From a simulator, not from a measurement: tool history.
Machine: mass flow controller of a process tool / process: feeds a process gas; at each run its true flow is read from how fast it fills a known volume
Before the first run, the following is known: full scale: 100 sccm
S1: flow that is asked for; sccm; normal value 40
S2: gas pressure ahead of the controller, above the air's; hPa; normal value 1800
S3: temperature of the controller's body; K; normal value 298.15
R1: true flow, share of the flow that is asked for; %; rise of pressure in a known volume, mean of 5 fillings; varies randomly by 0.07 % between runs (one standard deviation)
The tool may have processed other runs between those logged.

run      day  S1    S2      S3      R1
  1    0.000  40  1800  298.15   98.07
  2    6.638  40  1800  298.15   98.09
  3   10.838  40  1800  308.15   98.56
  4   15.179  40  1800  308.15   98.69
  5   20.496  40  2450  298.15   98.70
  6   24.033  40  2450  298.15   98.72
  7   30.779  40  2450  298.15   98.75
  8   35.833  26  1800  298.15   97.90
  9   40.021  26  1420  298.15   97.77
 10   45.988  40  1800  298.15   98.41
 11   52.092  40  1800  298.15   98.47
 12   57.567  40  1800  298.15   98.43
 13   60.642  40  1800  301.15   98.51
 14   64.183  40  1800  298.15   98.53
 15   68.862  40  1800  298.15   98.43
 16   71.821  40  1800  300.15   98.45
 17   75.788  40  2780  298.15   99.03
 18   80.025  40  2780  298.15   99.11
 19   84.421  50  1800  298.15   98.94
 20   88.029  40  1800  298.15   98.58
 21   90.988  40  1800  298.15   98.62
 22   95.312  16  1860  298.15   97.99
     100.167  -- gauge calibrated
 23  101.871  75  1940  301.15   99.39
 24  106.812  75  1940  301.15   99.47
 25  111.529  16  1520  296.15   97.15
 26  115.492  20  1800  298.15   97.44
 27  120.783  13  2100  299.15   97.72
 28  126.779  13  2100  299.15   97.72
 29  132.504  13  2100  299.15   97.62
 30  137.779  13  2100  299.15   97.72
 31  141.733  23  2100  305.15   98.48
 32  147.725  90  2260  293.15  100.01
 33  152.462  90  2260  293.15  100.01
 34  159.171  33  1800  298.15   98.31
 35  164.075  33  1800  298.15   98.34
 36  167.671  15  2740  302.15   98.50
 37  174.233  25  2260  297.15   98.44
 38  180.975  25  2260  297.15   98.42
 39  187.554  25  2260  297.15   98.54
     188.421  -- gauge calibrated
 40  190.954  25  1820  311.15   98.38

Here are 5 independent what-if runs from the current tool condition. What would each one return?
  A  196.579  37  1800  298.15   ?
  B  196.579  44  1820  301.15   ?
  C  196.579  21  1820  311.15   ?
  D  196.579  40  1840  309.15   ?
  E  196.579  20  1420  303.15   ?

run     R1
  A  98.10
  B  98.51
  C  98.20
  D  98.82
  E  97.52
Had the tool no hidden state, the same runs would have come out as:
run     R1
  A  98.05
  B  98.46
  C  98.15
  D  98.77
  E  97.46

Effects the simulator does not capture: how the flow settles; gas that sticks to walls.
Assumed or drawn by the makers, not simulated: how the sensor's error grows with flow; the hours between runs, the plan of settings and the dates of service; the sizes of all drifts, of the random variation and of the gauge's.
